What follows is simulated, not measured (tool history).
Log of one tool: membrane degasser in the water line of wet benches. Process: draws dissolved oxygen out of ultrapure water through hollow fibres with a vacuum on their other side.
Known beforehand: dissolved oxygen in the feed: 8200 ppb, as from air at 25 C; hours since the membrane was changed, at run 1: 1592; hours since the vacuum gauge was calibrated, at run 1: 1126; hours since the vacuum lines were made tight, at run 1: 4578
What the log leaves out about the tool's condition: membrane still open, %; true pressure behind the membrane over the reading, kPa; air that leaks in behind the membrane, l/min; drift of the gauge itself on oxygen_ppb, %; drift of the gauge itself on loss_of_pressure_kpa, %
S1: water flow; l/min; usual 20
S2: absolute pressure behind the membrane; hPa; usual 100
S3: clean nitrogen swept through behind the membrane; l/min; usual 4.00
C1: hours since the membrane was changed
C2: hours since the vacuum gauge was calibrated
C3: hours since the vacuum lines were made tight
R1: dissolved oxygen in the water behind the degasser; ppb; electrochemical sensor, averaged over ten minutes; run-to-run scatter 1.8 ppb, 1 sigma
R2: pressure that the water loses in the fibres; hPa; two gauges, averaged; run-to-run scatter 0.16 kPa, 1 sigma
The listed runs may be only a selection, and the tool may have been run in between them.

run,hour,S1,S2,S3,C1,C2,C3,R1,R2
1,0.0,20,100,4.00,1592,1126,4578,178.1,352.4
2,255.8,20,100,4.00,1848,1381,4834,178.2,353.0
3,404.6,20,100,4.00,1997,1530,4982,175.1,350.6
4,756.0,20,100,4.00,2348,1882,5334,176.1,351.2
5,921.9,20,100,4.00,2514,2048,5500,172.5,353.6
6,1256.6,20,100,4.00,2849,2382,5834,177.4,351.2
7,1461.4,20,100,4.00,3053,2587,6039,173.3,354.4
# hour 1665.4: seals of the vacuum lines changed
8,1774.1,20,100,4.00,3364,2898,109,172.4,354.4
9,1923.9,21,100,4.00,3514,3048,259,197.7,369.7
10,2122.3,21,100,4.00,3712,3246,457,197.1,371.6
11,2448.5,21,100,4.00,4039,3572,783,200.8,375.0
12,2800.7,21,100,4.00,4391,3924,1135,196.8,371.7
13,3147.3,20,100,4.00,4737,4271,1482,173.5,354.6
14,3381.4,20,100,4.00,4971,4505,1716,175.6,354.0
15,3604.2,20,132,4.00,5194,4728,1939,209.9,356.6
16,3770.3,20,132,4.00,5360,4894,2105,213.0,354.8
17,4005.5,31,238,2.70,5596,5129,2340,877.1,552.5
18,4285.3,15,100,8.76,5875,5409,2620,55.1,268.7
19,4558.5,15,100,8.76,6149,5682,2893,55.9,267.7
20,4896.2,15,100,8.76,6486,6020,3231,55.2,269.3
21,5074.4,18,181,1.64,6664,6198,3409,427.0,320.6
22,5242.0,18,181,1.64,6832,6366,3577,429.6,322.5
23,5588.4,18,181,1.64,7178,6712,3923,421.8,320.5
24,5909.3,18,181,1.64,7499,7033,4244,428.5,322.2
25,6244.3,18,181,1.64,7834,7368,4579,430.3,322.1
# hour 6304.9: vacuum gauge calibrated
26,6427.4,19,68,1.64,8017,123,4762,173.7,339.5
27,6664.9,20,78,3.62,8254,360,4999,158.2,363.1
28,6991.9,13,240,4.00,8581,687,5326,174.5,234.4
29,7223.8,13,240,4.00,8813,919,5558,174.8,236.2
30,7511.9,13,240,5.27,9101,1207,5846,136.8,233.8
31,7668.0,13,60,5.27,9258,1363,6002,29.1,236.4
# hour 7869.9: gauge calibrated
# hour 7897.7: seals of the vacuum lines changed
32,7963.9,20,100,4.71,9551,1657,66,164.2,353.3

Measured result minus the same run's result without the hidden state. Both carry the same run-to-run variation, though not necessarily the same gauge scatter:
run,R2
1,+0.0
2,+0.4
3,+0.6
4,+1.0
5,+1.3
6,+1.7
7,+2.0
8,+2.5
9,+2.8
10,+3.1
11,+3.6
12,+4.0
13,+4.3
14,+4.6
15,+4.9
16,+5.1
17,+8.4
18,+4.3
19,+4.6
20,+5.0
21,+6.1
22,+6.4
23,+6.8
24,+7.2
25,+7.6
26,+8.2
27,+9.0
28,+6.2
29,+6.4
30,+6.7
31,+6.7
32,+0.5
For R1, the value without the hidden state is never more than 0.7 ppb from the measured value.

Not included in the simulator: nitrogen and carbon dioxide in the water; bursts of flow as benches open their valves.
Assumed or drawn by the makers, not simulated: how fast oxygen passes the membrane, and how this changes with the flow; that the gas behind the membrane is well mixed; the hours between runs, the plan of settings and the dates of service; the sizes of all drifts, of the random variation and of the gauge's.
